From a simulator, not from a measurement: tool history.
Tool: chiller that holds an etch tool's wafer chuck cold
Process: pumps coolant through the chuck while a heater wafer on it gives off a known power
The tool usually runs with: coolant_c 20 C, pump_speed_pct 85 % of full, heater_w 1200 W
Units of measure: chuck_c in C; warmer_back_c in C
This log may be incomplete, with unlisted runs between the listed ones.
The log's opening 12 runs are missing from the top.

run 13 hour=2176.7 | coolant_c=20 pump_speed_pct=85 heater_w=664 | chuck_c=24.63 warmer_back_c=3.10
run 14 hour=2271.5 | coolant_c=20 pump_speed_pct=85 heater_w=664 | chuck_c=24.69 warmer_back_c=3.13
-- hour=2329.8 chiller's thermometer calibrated
run 15 hour=2397.0 | coolant_c=20 pump_speed_pct=85 heater_w=798 | chuck_c=26.25 warmer_back_c=3.75
run 16 hour=2513.9 | coolant_c=16 pump_speed_pct=85 heater_w=1200 | chuck_c=25.05 warmer_back_c=5.70
run 17 hour=2704.7 | coolant_c=16 pump_speed_pct=85 heater_w=1200 | chuck_c=25.10 warmer_back_c=5.66
run 18 hour=2882.1 | coolant_c=23 pump_speed_pct=80 heater_w=1200 | chuck_c=32.75 warmer_back_c=6.09
-- hour=3042.8 coolant pump overhauled
run 19 hour=3074.4 | coolant_c=22 pump_speed_pct=97 heater_w=1058 | chuck_c=28.49 warmer_back_c=3.96
run 20 hour=3233.0 | coolant_c=22 pump_speed_pct=97 heater_w=1058 | chuck_c=28.49 warmer_back_c=3.98
run 21 hour=3421.1 | coolant_c=30 pump_speed_pct=82 heater_w=913 | chuck_c=36.58 warmer_back_c=4.11
run 22 hour=3606.5 | coolant_c=20 pump_speed_pct=82 heater_w=1228 | chuck_c=29.01 warmer_back_c=5.53
run 23 hour=3731.1 | coolant_c=20 pump_speed_pct=82 heater_w=1228 | chuck_c=29.15 warmer_back_c=5.58
run 24 hour=3939.0 | coolant_c=16 pump_speed_pct=95 heater_w=1228 | chuck_c=23.65 warmer_back_c=4.72
run 25 hour=4143.4 | coolant_c=12 pump_speed_pct=60 heater_w=1219 | chuck_c=23.96 warmer_back_c=7.85
run 26 hour=4311.7 | coolant_c=26 pump_speed_pct=84 heater_w=1394 | chuck_c=35.98 warmer_back_c=6.20
run 27 hour=4436.7 | coolant_c=26 pump_speed_pct=84 heater_w=1394 | chuck_c=36.05 warmer_back_c=6.24
run 28 hour=4547.8 | coolant_c=29 pump_speed_pct=84 heater_w=1659 | chuck_c=40.90 warmer_back_c=7.34
run 29 hour=4669.1 | coolant_c=22 pump_speed_pct=87 heater_w=1176 | chuck_c=30.12 warmer_back_c=5.04
run 30 hour=4800.5 | coolant_c=17 pump_speed_pct=63 heater_w=969 | chuck_c=26.03 warmer_back_c=5.97
run 31 hour=4942.6 | coolant_c=18 pump_speed_pct=77 heater_w=726 | chuck_c=23.46 warmer_back_c=3.56

Predict each of these 4 candidate next runs independently; none follows another, all start after run 31:
run A hour=5108.7 | coolant_c=10 pump_speed_pct=85 heater_w=1071 | chuck_c=? warmer_back_c=?
run B hour=5108.7 | coolant_c=20 pump_speed_pct=73 heater_w=1200 | chuck_c=? warmer_back_c=?
run C hour=5108.7 | coolant_c=18 pump_speed_pct=76 heater_w=726 | chuck_c=? warmer_back_c=?
run D hour=5108.7 | coolant_c=20 pump_speed_pct=85 heater_w=1200 | chuck_c=? warmer_back_c=?

run=A chuck_c=17.73 warmer_back_c=4.71
run=B chuck_c=29.87 warmer_back_c=6.29
run=C chuck_c=23.55 warmer_back_c=3.62
run=D chuck_c=28.43 warmer_back_c=5.23
Had the tool no hidden state, the same runs would have come out as:
run=A chuck_c=17.62 warmer_back_c=4.62
run=B chuck_c=29.66 warmer_back_c=6.17
run=C chuck_c=23.54 warmer_back_c=3.55
run=D chuck_c=28.27 warmer_back_c=5.13
